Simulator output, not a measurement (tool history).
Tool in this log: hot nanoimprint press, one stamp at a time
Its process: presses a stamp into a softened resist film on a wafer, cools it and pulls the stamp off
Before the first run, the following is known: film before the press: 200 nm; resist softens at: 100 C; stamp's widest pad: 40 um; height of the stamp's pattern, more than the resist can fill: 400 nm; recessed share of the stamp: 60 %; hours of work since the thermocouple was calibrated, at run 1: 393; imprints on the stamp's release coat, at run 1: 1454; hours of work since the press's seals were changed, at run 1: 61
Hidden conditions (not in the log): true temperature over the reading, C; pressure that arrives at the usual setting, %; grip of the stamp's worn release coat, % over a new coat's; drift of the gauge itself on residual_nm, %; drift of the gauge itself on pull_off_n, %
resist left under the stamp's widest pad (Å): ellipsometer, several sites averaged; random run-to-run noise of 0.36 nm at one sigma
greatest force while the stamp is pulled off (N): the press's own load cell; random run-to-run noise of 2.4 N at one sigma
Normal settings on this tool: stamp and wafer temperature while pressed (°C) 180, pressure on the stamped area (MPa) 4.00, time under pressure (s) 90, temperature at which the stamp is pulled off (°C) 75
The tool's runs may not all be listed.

| run | day | stamp and wafer temperature while pressed (°C) | pressure on the stamped area (MPa) | time under pressure (s) | temperature at which the stamp is pulled off (°C) | hours of work since the thermocouple was calibrated | imprints on the stamp's release coat | hours of work since the press's seals were changed | resist left under the stamp's widest pad (Å) | greatest force while the stamp is pulled off (N) |
|---|---|---|---|---|---|---|---|---|---|---|
| 1 | 0.000 | 180 | 4.00 | 90 | 75 | 393 | 1454 | 61 | 677 | 133 |
| 2 | 1.283 | 180 | 4.00 | 90 | 75 | 412 | 1553 | 80 | 676 | 133 |
| 3 | 2.129 | 188 | 4.00 | 90 | 75 | 424 | 1618 | 93 | 540 | 134 |
| 4 | 3.204 | 188 | 4.00 | 90 | 75 | 440 | 1700 | 109 | 538 | 136 |
| 5 | 3.783 | 182 | 4.00 | 90 | 75 | 449 | 1745 | 118 | 624 | 138 |
|  | 4.938 | stamp cleaned and given a new release coat |
| 6 | 5.250 | 180 | 4.00 | 90 | 75 | 467 | 24 | 136 | 671 | 117 |
| 7 | 6.329 | 180 | 4.00 | 90 | 75 | 483 | 107 | 152 | 673 | 113 |
| 8 | 7.704 | 180 | 4.00 | 90 | 75 | 504 | 213 | 172 | 675 | 118 |
| 9 | 8.712 | 180 | 4.00 | 90 | 75 | 519 | 290 | 187 | 675 | 117 |
|  | 8.938 | plate thermocouple calibrated |
| 10 | 9.400 | 180 | 4.00 | 90 | 75 | 7 | 333 | 196 | 655 | 117 |
| 11 | 10.167 | 180 | 4.00 | 90 | 75 | 18 | 392 | 207 | 654 | 119 |
| 12 | 11.500 | 180 | 4.00 | 90 | 75 | 38 | 495 | 227 | 653 | 120 |
| 13 | 12.367 | 180 | 4.00 | 90 | 75 | 51 | 561 | 240 | 647 | 123 |
| 14 | 13.254 | 180 | 4.00 | 90 | 75 | 64 | 629 | 253 | 658 | 116 |
| 15 | 14.621 | 180 | 4.00 | 90 | 75 | 85 | 734 | 274 | 654 | 118 |
| 16 | 15.358 | 180 | 5.08 | 71 | 83 | 96 | 791 | 285 | 628 | 99 |
| 17 | 16.667 | 180 | 5.08 | 155 | 77 | 115 | 891 | 304 | 460 | 118 |
|  | 17.300 | plate thermocouple calibrated, once more |
| 18 | 17.558 | 180 | 5.08 | 155 | 77 | 4 | 950 | 316 | 503 | 123 |
| 19 | 18.521 | 180 | 5.08 | 67 | 61 | 18 | 1024 | 330 | 694 | 168 |
| 20 | 19.479 | 180 | 5.08 | 67 | 62 | 33 | 1098 | 344 | 697 | 165 |
| 21 | 20.146 | 180 | 5.08 | 67 | 62 | 42 | 1149 | 354 | 701 | 170 |
| 22 | 21.017 | 169 | 4.98 | 96 | 76 | 55 | 1216 | 367 | 875 | 129 |
| 23 | 22.292 | 169 | 4.98 | 96 | 76 | 74 | 1314 | 386 | 867 | 133 |
| 24 | 22.983 | 181 | 4.98 | 83 | 76 | 85 | 1367 | 396 | 625 | 136 |
| 25 | 24.112 | 180 | 4.00 | 173 | 80 | 102 | 1454 | 413 | 547 | 123 |
| 26 | 25.342 | 180 | 4.00 | 173 | 80 | 120 | 1548 | 432 | 546 | 122 |
| 27 | 26.529 | 180 | 4.00 | 173 | 80 | 138 | 1639 | 449 | 547 | 126 |
| 28 | 27.696 | 180 | 4.00 | 173 | 80 | 155 | 1729 | 467 | 540 | 127 |
|  | 28.950 | stamp cleaned and given a new release coat |
| 29 | 29.117 | 180 | 4.00 | 173 | 80 | 172 | 13 | 484 | 538 | 110 |

Pick out some run-to-run changes in resist left under the stamp's widest pad (Å). Of each, how much would a tool without hidden state show as well, from the settings, what came in and chance, and how much is left for the hidden state and any gauge scatter not in both results compared?
Run 9 -> 10: plate thermocouple calibrated. resist left under the stamp's widest pad (Å) -20: hidden state -14, all else -6.
Run 17 -> 18: plate thermocouple calibrated, once more. resist left under the stamp's widest pad (Å) +43: hidden state +41, all else +2.
Run 18 -> 19: time under pressure (s) 155 -> 67, temperature at which the stamp is pulled off (°C) 77 -> 61. resist left under the stamp's widest pad (Å) +191: hidden state +1, all else +190.
Run 23 -> 24: stamp and wafer temperature while pressed (°C) 169 -> 181, time under pressure (s) 96 -> 83. resist left under the stamp's widest pad (Å) -242: hidden state +2, all else -244.

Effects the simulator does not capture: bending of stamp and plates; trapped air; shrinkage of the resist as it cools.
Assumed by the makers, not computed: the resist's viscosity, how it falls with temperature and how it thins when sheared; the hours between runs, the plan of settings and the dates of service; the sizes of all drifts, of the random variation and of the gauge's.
